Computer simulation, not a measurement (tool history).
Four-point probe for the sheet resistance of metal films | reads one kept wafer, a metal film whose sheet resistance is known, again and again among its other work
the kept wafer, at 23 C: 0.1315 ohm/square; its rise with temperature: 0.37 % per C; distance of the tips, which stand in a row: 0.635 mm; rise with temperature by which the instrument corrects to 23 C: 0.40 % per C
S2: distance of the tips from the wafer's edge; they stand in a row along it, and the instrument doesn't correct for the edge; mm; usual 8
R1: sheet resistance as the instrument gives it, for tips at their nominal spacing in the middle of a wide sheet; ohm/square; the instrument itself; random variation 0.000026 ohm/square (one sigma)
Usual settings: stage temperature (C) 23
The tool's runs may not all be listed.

run 1 hour=0 | stage_temperature_(C)=23 S2=8 | R1=0.131996
run 2 hour=36.6 | stage_temperature_(C)=23 S2=8 | R1=0.131996
run 3 hour=72.3 | stage_temperature_(C)=23 S2=8 | R1=0.131986
run 4 hour=94.7 | stage_temperature_(C)=23 S2=8 | R1=0.131997
run 5 hour=122.9 | stage_temperature_(C)=23 S2=8 | R1=0.131964
run 6 hour=145.3 | stage_temperature_(C)=23 S2=8 | R1=0.131963
run 7 hour=178 | stage_temperature_(C)=18 S2=8 | R1=0.132147
run 8 hour=209.1 | stage_temperature_(C)=18 S2=8 | R1=0.132177
run 9 hour=236.2 | stage_temperature_(C)=19 S2=8 | R1=0.132094
run 10 hour=255.6 | stage_temperature_(C)=19 S2=8 | R1=0.132125
run 11 hour=288.7 | stage_temperature_(C)=24 S2=8 | R1=0.131852
run 12 hour=320.4 | stage_temperature_(C)=24 S2=8 | R1=0.131907
run 13 hour=343.1 | stage_temperature_(C)=23 S2=8 | R1=0.131928
run 14 hour=375.2 | stage_temperature_(C)=23 S2=8 | R1=0.131883
run 15 hour=411.2 | stage_temperature_(C)=23 S2=8 | R1=0.131926
run 16 hour=430 | stage_temperature_(C)=23 S2=31 | R1=0.131477
run 17 hour=446.6 | stage_temperature_(C)=23 S2=31 | R1=0.131516
run 18 hour=482.9 | stage_temperature_(C)=23 S2=31 | R1=0.131519
run 19 hour=518.3 | stage_temperature_(C)=30 S2=8 | R1=0.131567
run 20 hour=551.2 | stage_temperature_(C)=30 S2=17 | R1=0.131287
run 21 hour=588.5 | stage_temperature_(C)=31 S2=4 | R1=0.132845
run 22 hour=608 | stage_temperature_(C)=31 S2=4 | R1=0.132843
run 23 hour=642.5 | stage_temperature_(C)=31 S2=4 | R1=0.13286
run 24 hour=665.1 | stage_temperature_(C)=31 S2=4 | R1=0.132864
run 25 hour=703.9 | stage_temperature_(C)=27 S2=12 | R1=0.131442
run 26 hour=724.2 | stage_temperature_(C)=23 S2=20 | R1=0.131485
run 27 hour=752.9 | stage_temperature_(C)=23 S2=20 | R1=0.131467
run 28 hour=791.5 | stage_temperature_(C)=21 S2=36 | R1=0.131485
run 29 hour=816.8 | stage_temperature_(C)=21 S2=36 | R1=0.131545
run 30 hour=833.5 | stage_temperature_(C)=21 S2=36 | R1=0.131506
run 31 hour=861.5 | stage_temperature_(C)=21 S2=36 | R1=0.131488
run 32 hour=893.6 | stage_temperature_(C)=27 S2=29 | R1=0.131271
run 33 hour=917.2 | stage_temperature_(C)=32 S2=36 | R1=0.131068
run 34 hour=954.4 | stage_temperature_(C)=22 S2=31 | R1=0.131415
run 35 hour=985.1 | stage_temperature_(C)=22 S2=31 | R1=0.131436
run 36 hour=1007 | stage_temperature_(C)=29 S2=31 | R1=0.131141
run 37 hour=1026.6 | stage_temperature_(C)=19 S2=31 | R1=0.131567

Forecast each of these 5 alternatives for the next run:
run A hour=1061.1 | stage_temperature_(C)=31 S2=31 | R1=?
run B hour=1061.1 | stage_temperature_(C)=22 S2=19 | R1=?
run C hour=1061.1 | stage_temperature_(C)=33 S2=4 | R1=?
run D hour=1061.1 | stage_temperature_(C)=30 S2=42 | R1=?
run E hour=1061.1 | stage_temperature_(C)=23 S2=9 | R1=?

run=A R1=0.131059
run=B R1=0.13146
run=C R1=0.13272
run=D R1=0.131076
run=E R1=0.131708
Without the tool's hidden state the same runs would have given:
run=A R1=0.131204
run=B R1=0.131609
run=C R1=0.132867
run=D R1=0.131222
run=E R1=0.131857

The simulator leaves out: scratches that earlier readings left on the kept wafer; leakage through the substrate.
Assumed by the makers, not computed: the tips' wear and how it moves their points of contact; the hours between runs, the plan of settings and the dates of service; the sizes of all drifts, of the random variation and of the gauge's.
